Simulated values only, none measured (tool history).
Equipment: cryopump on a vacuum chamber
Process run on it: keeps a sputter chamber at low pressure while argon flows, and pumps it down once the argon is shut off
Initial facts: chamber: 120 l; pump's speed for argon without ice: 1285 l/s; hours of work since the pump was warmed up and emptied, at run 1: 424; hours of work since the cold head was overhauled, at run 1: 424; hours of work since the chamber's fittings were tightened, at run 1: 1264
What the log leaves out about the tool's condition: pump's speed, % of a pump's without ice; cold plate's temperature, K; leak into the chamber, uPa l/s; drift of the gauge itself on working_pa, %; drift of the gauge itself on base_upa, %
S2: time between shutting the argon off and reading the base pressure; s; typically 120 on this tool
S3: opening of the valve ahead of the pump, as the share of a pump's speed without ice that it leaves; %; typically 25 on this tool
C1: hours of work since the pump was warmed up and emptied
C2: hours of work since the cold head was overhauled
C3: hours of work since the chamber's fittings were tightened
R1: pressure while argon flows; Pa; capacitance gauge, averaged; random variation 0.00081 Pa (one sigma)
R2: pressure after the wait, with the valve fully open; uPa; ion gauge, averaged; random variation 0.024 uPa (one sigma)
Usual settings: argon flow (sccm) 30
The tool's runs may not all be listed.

Run 1, day 0: usual settings; C1 424; C2 424; C3 1264. Result: R1 0.166 Pa, R2 1.4 uPa.
Run 2, day 0.879: usual settings; C1 438; C2 438; C3 1278. Result: R1 0.1643 Pa, R2 1.37 uPa.
Run 3, day 1.712: usual settings; C1 451; C2 451; C3 1291. Result: R1 0.1652 Pa, R2 1.44 uPa.
Run 4, day 2.258: usual settings; C1 460; C2 460; C3 1300. Result: R1 0.1655 Pa, R2 1.45 uPa.
Run 5, day 3.183: usual settings but S3 33 %; C1 475; C2 475; C3 1315. Result: R1 0.1265 Pa, R2 1.42 uPa.
Run 6, day 4.146: usual settings but S3 33 %; C1 490; C2 490; C3 1330. Result: R1 0.1273 Pa, R2 1.43 uPa.
Run 7, day 4.546: usual settings but argon flow (sccm) 18; C1 497; C2 497; C3 1336. Result: R1 0.0999 Pa, R2 1.43 uPa.
Run 8, day 4.946: usual settings; C1 503; C2 503; C3 1343. Result: R1 0.1653 Pa, R2 1.45 uPa.
Run 9, day 5.7: usual settings; C1 515; C2 515; C3 1355. Result: R1 0.1672 Pa, R2 1.47 uPa.
Run 10, day 6.133: usual settings; C1 522; C2 522; C3 1362. Result: R1 0.1656 Pa, R2 1.45 uPa.
At day 6.604: leaking fittings of the chamber tightened, without venting.
Run 11, day 6.929: usual settings; C1 533; C2 533; C3 5. Result: R1 0.1673 Pa, R2 0.88 uPa.
Run 12, day 7.421: usual settings; C1 541; C2 541; C3 13. Result: R1 0.1665 Pa, R2 0.93 uPa.
Run 13, day 8.146: usual settings; C1 553; C2 553; C3 25. Result: R1 0.1683 Pa, R2 0.88 uPa.
Run 14, day 8.988: usual settings; C1 566; C2 566; C3 38. Result: R1 0.1682 Pa, R2 0.91 uPa.
Run 15, day 9.65: usual settings; C1 577; C2 577; C3 49. Result: R1 0.1673 Pa, R2 0.97 uPa.
Run 16, day 10.267: usual settings but S3 20 %; C1 587; C2 587; C3 58. Result: R1 0.2082 Pa, R2 0.87 uPa.
Run 17, day 10.975: usual settings but argon flow (sccm) 24; C1 598; C2 598; C3 70. Result: R1 0.1339 Pa, R2 0.95 uPa.
Run 18, day 11.671: usual settings but argon flow (sccm) 24; C1 609; C2 609; C3 81. Result: R1 0.1348 Pa, R2 0.95 uPa.
Run 19, day 12.354: usual settings but argon flow (sccm) 49, S2 23 s, S3 41 %; C1 620; C2 620; C3 92. Result: R1 0.1748 Pa, R2 3.55 uPa.
Run 20, day 12.754: usual settings but S2 38 s, S3 38 %; C1 626; C2 626; C3 98. Result: R1 0.1161 Pa, R2 2.25 uPa.
Run 21, day 13.712: usual settings but S2 30 s; C1 641; C2 641; C3 113. Result: R1 0.1702 Pa, R2 2.82 uPa.
Run 22, day 14.55: usual settings but S2 30 s; C1 655; C2 655; C3 127. Result: R1 0.1693 Pa, R2 2.78 uPa.
Run 23, day 15.258: usual settings but S2 30 s; C1 666; C2 666; C3 138. Result: R1 0.1702 Pa, R2 2.74 uPa.
Run 24, day 15.921: usual settings but S3 51 %; C1 677; C2 677; C3 149. Result: R1 0.0901 Pa, R2 0.99 uPa.
Run 25, day 16.604: usual settings but argon flow (sccm) 20, S2 87 s, S3 20 %; C1 688; C2 688; C3 159. Result: R1 0.1391 Pa, R2 1.24 uPa.
Run 26, day 17.458: usual settings but S2 203 s; C1 701; C2 701; C3 173. Result: R1 0.171 Pa, R2 0.82 uPa.
Run 27, day 18.279: usual settings but argon flow (sccm) 52, S2 203 s, S3 28 %; C1 714; C2 714; C3 186. Result: R1 0.2686 Pa, R2 0.75 uPa.
Run 28, day 18.746: usual settings but argon flow (sccm) 34, S2 237 s; C1 722; C2 722; C3 194. Result: R1 0.1924 Pa, R2 0.73 uPa.
Run 29, day 19.692: usual settings but argon flow (sccm) 28, S2 34 s, S3 42 %; C1 737; C2 737; C3 209. Result: R1 0.1003 Pa, R2 2.49 uPa.
Run 30, day 20.508: usual settings but S2 20 s, S3 22 %; C1 750; C2 750; C3 222. Result: R1 0.1924 Pa, R2 4.1 uPa.
Run 31, day 21.492: usual settings but argon flow (sccm) 33, S2 26 s, S3 22 %; C1 766; C2 766; C3 237. Result: R1 0.2135 Pa, R2 3.18 uPa.
Run 32, day 22.088: usual settings but argon flow (sccm) 16, S2 208 s; C1 775; C2 775; C3 247. Result: R1 0.0912 Pa, R2 0.82 uPa.
Run 33, day 22.596: usual settings but argon flow (sccm) 42, S2 263 s, S3 16 %; C1 783; C2 783; C3 255. Result: R1 0.3671 Pa, R2 0.69 uPa.
Run 34, day 23.212: usual settings but S2 87 s; C1 793; C2 793; C3 265. Result: R1 0.1739 Pa, R2 1.3 uPa.

4 ways to go on from here, each from the tool as it stands after run 34. What would each give?
Run A, day 23.692: usual settings but argon flow (sccm) 34, S2 91 s, S3 44 %; C1 801; C2 801; C3 273. Result: R1 ?, R2 ?.
Run B, day 23.692: usual settings but argon flow (sccm) 58, S2 168 s; C1 801; C2 801; C3 273. Result: R1 ?, R2 ?.
Run C, day 23.692: usual settings but argon flow (sccm) 14, S3 27 %; C1 801; C2 801; C3 273. Result: R1 ?, R2 ?.
Run D, day 23.692: usual settings but S3 31 %; C1 801; C2 801; C3 273. Result: R1 ?, R2 ?.

run      R1    R2
  A  0.1191  1.25
  B   0.333  0.89
  C   0.076  1.05
  D  0.1428  1.07
Without the tool's hidden state the same runs would have given:
run      R1    R2
  A  0.1018  1.01
  B  0.3036  0.66
  C  0.0688  0.81
  D  0.1275  0.83

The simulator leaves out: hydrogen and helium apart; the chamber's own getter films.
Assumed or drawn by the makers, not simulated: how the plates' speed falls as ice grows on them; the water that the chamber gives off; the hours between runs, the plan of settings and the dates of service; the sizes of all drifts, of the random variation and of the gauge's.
